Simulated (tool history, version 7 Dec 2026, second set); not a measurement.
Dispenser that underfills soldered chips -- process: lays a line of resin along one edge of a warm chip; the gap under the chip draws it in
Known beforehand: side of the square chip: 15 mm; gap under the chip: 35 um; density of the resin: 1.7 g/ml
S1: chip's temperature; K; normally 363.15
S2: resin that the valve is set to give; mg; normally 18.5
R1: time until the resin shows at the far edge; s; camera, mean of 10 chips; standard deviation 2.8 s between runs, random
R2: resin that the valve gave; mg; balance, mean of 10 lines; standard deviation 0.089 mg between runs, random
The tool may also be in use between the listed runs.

| run | day | S1 | S2 | R1 | R2 |
|---|---|---|---|---|---|
| 1 | 0 | 363.15 | 18.5 | 367.9 | 18.15 |
| 2 | 0.217 | 363.15 | 18.5 | 297.8 | 18 |
| 3 | 0.5 | 368.15 | 18.5 | 367 | 18.1 |
| 4 | 0.779 | 363.15 | 18.3 | 394.9 | 17.86 |
| 5 | 1.05 | 363.15 | 18.3 | 348.3 | 17.9 |
| 6 | 1.388 | 363.15 | 18.3 | 334.2 | 17.64 |
| 7 | 1.671 | 363.15 | 20.6 | 285.9 | 19.73 |
| 8 | 1.996 | 363.15 | 20.6 | 461.3 | 19.8 |
| 9 | 2.262 | 363.15 | 20.6 | 383.3 | 19.69 |
| 10 | 2.567 | 363.15 | 20.6 | 367 | 19.57 |
| 11 | 2.796 | 363.15 | 19.3 | 313.5 | 18.37 |
| 12 | 2.992 | 363.15 | 19.3 | 413 | 18.43 |
| 13 | 3.338 | 363.15 | 19.3 | 400.9 | 18.33 |
| 14 | 3.629 | 363.15 | 19.3 | 348.8 | 18.08 |
| 15 | 3.938 | 363.15 | 18.5 | 319.5 | 17.17 |
| 16 | 4.342 | 363.15 | 18.5 | 343.3 | 17.13 |
| 17 | 4.567 | 363.15 | 18.5 | 483.8 | 17.11 |
| 18 | 4.917 | 377.15 | 16 | 289.1 | 14.59 |
| 19 | 5.292 | 377.15 | 16 | 287.8 | 14.59 |
| 20 | 5.571 | 377.15 | 16 | 245.1 | 14.52 |
| 21 | 5.904 | 377.15 | 19.1 | 205 | 19.07 |
| 22 | 6.212 | 377.15 | 19.1 | 192.9 | 18.93 |
| 23 | 6.529 | 377.15 | 19.1 | 171.2 | 18.94 |
| 24 | 6.867 | 377.15 | 19.1 | 164.6 | 18.88 |
| 25 | 7.079 | 364.15 | 21.6 | 368.9 | 21.5 |
| 26 | 7.492 | 367.15 | 18.5 | 369.3 | 18.21 |
| 27 | 7.858 | 367.15 | 18.5 | 363 | 18.19 |
| 28 | 8.096 | 367.15 | 16.8 | 325.7 | 16.32 |
| 29 | 8.338 | 367.15 | 16.8 | 265.9 | 16.2 |
| 30 | 8.662 | 370.15 | 16.8 | 376.8 | 16.21 |
| 31 | 8.875 | 367.15 | 16.2 | 337.3 | 15.68 |
| 32 | 9.275 | 367.15 | 16.2 | 359.2 | 15.58 |
| 33 | 9.579 | 367.15 | 20.2 | 306.6 | 19.11 |
| 34 | 9.829 | 362.15 | 18.5 | 317 | 17.55 |

Put back what was entered between runs (28 entries, withheld): which listed runs does each sit between, and how does the hidden state differ from the listed run before to the listed run after?
After run 1, before run 2: new syringe of resin (day 0.196)
  resin's viscosity, % of fresh resin's: 125.3 -> 103.3; dose that the valve gives, % of what is set: 98.34 -> 98.05; true chip temperature over the reading, C: -0.72 -> -0.73
  difference, measured minus the result without the unlogged condition, R1: +84 -> +19.3 s; R2: -0.3 -> -0.36 mg
After run 3, before run 4: new syringe of resin (day 0.562)
  resin's viscosity, % of fresh resin's: 154.4 -> 134.8; dose that the valve gives, % of what is set: 97.69 -> 97.36; true chip temperature over the reading, C: -0.75 -> -0.77
  difference, measured minus the result without the unlogged condition, R1: +137.7 -> +113 s; R2: -0.43 -> -0.49 mg
After run 4, before run 5: new syringe of resin (day 0.933)
  resin's viscosity, % of fresh resin's: 134.8 -> 117.8; dose that the valve gives, % of what is set: 97.36 -> 97.05; true chip temperature over the reading, C: -0.77 -> -0.79
  difference, measured minus the result without the unlogged condition, R1: +113 -> +64.4 s; R2: -0.49 -> -0.54 mg
After run 5, before run 6: new syringe of resin (day 1.304)
  resin's viscosity, % of fresh resin's: 117.8 -> 112; dose that the valve gives, % of what is set: 97.05 -> 96.58; true chip temperature over the reading, C: -0.79 -> -0.82
  difference, measured minus the result without the unlogged condition, R1: +64.4 -> +48.4 s; R2: -0.54 -> -0.62 mg
After run 6, before run 7: new syringe of resin (day 1.671)
  resin's viscosity, % of fresh resin's: 112 -> 99.1; dose that the valve gives, % of what is set: 96.58 -> 96.22; true chip temperature over the reading, C: -0.82 -> -0.84
  difference, measured minus the result without the unlogged condition, R1: +48.4 -> +8.9 s; R2: -0.62 -> -0.78 mg
After run 8, before run 9: new syringe of resin (day 2.038)
  resin's viscosity, % of fresh resin's: 157.2 -> 133.6; dose that the valve gives, % of what is set: 95.76 -> 95.43; true chip temperature over the reading, C: -0.86 -> -0.88
  difference, measured minus the result without the unlogged condition, R1: +180.2 -> +108.5 s; R2: -0.87 -> -0.95 mg
After run 9, before run 10: new syringe of resin (day 2.404)
  resin's viscosity, % of fresh resin's: 133.6 -> 125.1; dose that the valve gives, % of what is set: 95.43 -> 95.04; true chip temperature over the reading, C: -0.88 -> -0.9
  difference, measured minus the result without the unlogged condition, R1: +108.5 -> +86.8 s; R2: -0.95 -> -1.03 mg
After run 10, before run 11: new syringe of resin (day 2.762)
  resin's viscosity, % of fresh resin's: 125.1 -> 107.1; dose that the valve gives, % of what is set: 95.04 -> 94.77; true chip temperature over the reading, C: -0.9 -> -0.92
  difference, measured minus the result without the unlogged condition, R1: +86.8 -> +34.8 s; R2: -1.03 -> -1.01 mg
After run 12, before run 13: new syringe of resin (day 3.129)
  resin's viscosity, % of fresh resin's: 141.1 -> 134.1; dose that the valve gives, % of what is set: 94.5 -> 94.05; true chip temperature over the reading, C: -0.93 -> -0.96
  difference, measured minus the result without the unlogged condition, R1: +134.8 -> +117.4 s; R2: -1.07 -> -1.16 mg
After run 13, before run 14: new syringe of resin (day 3.517)
  resin's viscosity, % of fresh resin's: 134.1 -> 117.2; dose that the valve gives, % of what is set: 94.05 -> 93.68; true chip temperature over the reading, C: -0.96 -> -0.98
  difference, measured minus the result without the unlogged condition, R1: +117.4 -> +67 s; R2: -1.16 -> -1.22 mg
After run 14, before run 15: new syringe of resin (day 3.879)
  resin's viscosity, % of fresh resin's: 117.2 -> 108; dose that the valve gives, % of what is set: 93.68 -> 93.32; true chip temperature over the reading, C: -0.98 -> -1
  difference, measured minus the result without the unlogged condition, R1: +67 -> +40.8 s; R2: -1.22 -> -1.23 mg
After run 15, before run 16: new syringe of resin (day 4.254)
  resin's viscosity, % of fresh resin's: 108 -> 113.8; dose that the valve gives, % of what is set: 93.32 -> 92.81; true chip temperature over the reading, C: -1 -> -1.03
  difference, measured minus the result without the unlogged condition, R1: +40.8 -> +59.8 s; R2: -1.23 -> -1.33 mg
After run 17, before run 18: new syringe of resin (day 4.604)
  resin's viscosity, % of fresh resin's: 156.6 -> 157.6; dose that the valve gives, % of what is set: 92.51 -> 92.1; true chip temperature over the reading, C: -1.04 -> -1.07
  difference, measured minus the result without the unlogged condition, R1: +194.1 -> +119.4 s; R2: -1.39 -> -1.26 mg
After run 18, before run 19: new syringe of resin (day 4.988)
  resin's viscosity, % of fresh resin's: 157.6 -> 154.8; dose that the valve gives, % of what is set: 92.1 -> 91.58; true chip temperature over the reading, C: -1.07 -> -1.1
  difference, measured minus the result without the unlogged condition, R1: +119.4 -> +116.6 s; R2: -1.26 -> -1.35 mg
After run 19, before run 20: new syringe of resin (day 5.35)
  resin's viscosity, % of fresh resin's: 154.8 -> 132.4; dose that the valve gives, % of what is set: 91.58 -> 91.19; true chip temperature over the reading, C: -1.1 -> -1.12
  difference, measured minus the result without the unlogged condition, R1: +116.6 -> +75.2 s; R2: -1.35 -> -1.4 mg
After run 20, before run 21: dispensing valve cleaned and set on the balance (day 5.692); new syringe of resin (day 5.767)
  resin's viscosity, % of fresh resin's: 132.4 -> 122.1; dose that the valve gives, % of what is set: 91.19 -> 100.03; true chip temperature over the reading, C: -1.12 -> -1.14
  difference, measured minus the result without the unlogged condition, R1: +75.2 -> +44.3 s; R2: -1.4 -> +0.01 mg
After run 21, before run 22: new syringe of resin (day 6.125)
  resin's viscosity, % of fresh resin's: 122.1 -> 114.3; dose that the valve gives, % of what is set: 100.03 -> 99.61; true chip temperature over the reading, C: -1.14 -> -1.16
  difference, measured minus the result without the unlogged condition, R1: +44.3 -> +31.6 s; R2: +0.01 -> -0.08 mg
After run 22, before run 23: new syringe of resin (day 6.508)
  resin's viscosity, % of fresh resin's: 114.3 -> 102.8; dose that the valve gives, % of what is set: 99.61 -> 99.21; true chip temperature over the reading, C: -1.16 -> -1.18
  difference, measured minus the result without the unlogged condition, R1: +31.6 -> +12.2 s; R2: -0.08 -> -0.15 mg
After run 23, before run 24: new syringe of resin (day 6.867)
  resin's viscosity, % of fresh resin's: 102.8 -> 98.2; dose that the valve gives, % of what is set: 99.21 -> 98.81; true chip temperature over the reading, C: -1.18 -> -1.21
  difference, measured minus the result without the unlogged condition, R1: +12.2 -> +5 s; R2: -0.15 -> -0.23 mg
After run 25, before run 26: new syringe of resin (day 7.242)
  resin's viscosity, % of fresh resin's: 132.2 -> 145; dose that the valve gives, % of what is set: 98.52 -> 97.98; true chip temperature over the reading, C: -1.22 -> -1.25
  difference, measured minus the result without the unlogged condition, R1: +103.9 -> +128.6 s; R2: -0.32 -> -0.38 mg
After run 26, before run 27: new syringe of resin (day 7.608)
  resin's viscosity, % of fresh resin's: 145 -> 144.5; dose that the valve gives, % of what is set: 97.98 -> 97.5; true chip temperature over the reading, C: -1.25 -> -1.28
  difference, measured minus the result without the unlogged condition, R1: +128.6 -> +125.9 s; R2: -0.38 -> -0.47 mg
After run 27, before run 28: new syringe of resin (day 7.962)
  resin's viscosity, % of fresh resin's: 144.5 -> 122.7; dose that the valve gives, % of what is set: 97.5 -> 97.23; true chip temperature over the reading, C: -1.28 -> -1.3
  difference, measured minus the result without the unlogged condition, R1: +125.9 -> +76.3 s; R2: -0.47 -> -0.46 mg
After run 28, before run 29: new syringe of resin (day 8.325)
  resin's viscosity, % of fresh resin's: 122.7 -> 101.4; dose that the valve gives, % of what is set: 97.23 -> 96.9; true chip temperature over the reading, C: -1.3 -> -1.31
  difference, measured minus the result without the unlogged condition, R1: +76.3 -> +20 s; R2: -0.46 -> -0.52 mg
After run 30, before run 31: new syringe of resin (day 8.712)
  resin's viscosity, % of fresh resin's: 160.2 -> 124.1; dose that the valve gives, % of what is set: 96.45 -> 96.17; true chip temperature over the reading, C: -1.34 -> -1.35
  difference, measured minus the result without the unlogged condition, R1: +156.7 -> +84.1 s; R2: -0.6 -> -0.63 mg
After run 31, before run 32: new syringe of resin (day 9.071)
  resin's viscosity, % of fresh resin's: 124.1 -> 135; dose that the valve gives, % of what is set: 96.17 -> 95.7; true chip temperature over the reading, C: -1.35 -> -1.38
  difference, measured minus the result without the unlogged condition, R1: +84.1 -> +112.1 s; R2: -0.63 -> -0.69 mg
After run 32, before run 33: new syringe of resin (day 9.45)
  resin's viscosity, % of fresh resin's: 135 -> 121.6; dose that the valve gives, % of what is set: 95.7 -> 95.31; true chip temperature over the reading, C: -1.38 -> -1.4
  difference, measured minus the result without the unlogged condition, R1: +112.1 -> +70.2 s; R2: -0.69 -> -0.94 mg
After run 33, before run 34: new syringe of resin (day 9.808)
  resin's viscosity, % of fresh resin's: 121.6 -> 101.3; dose that the valve gives, % of what is set: 95.31 -> 94.97; true chip temperature over the reading, C: -1.4 -> -1.42
  difference, measured minus the result without the unlogged condition, R1: +70.2 -> +26.1 s; R2: -0.94 -> -0.93 mg
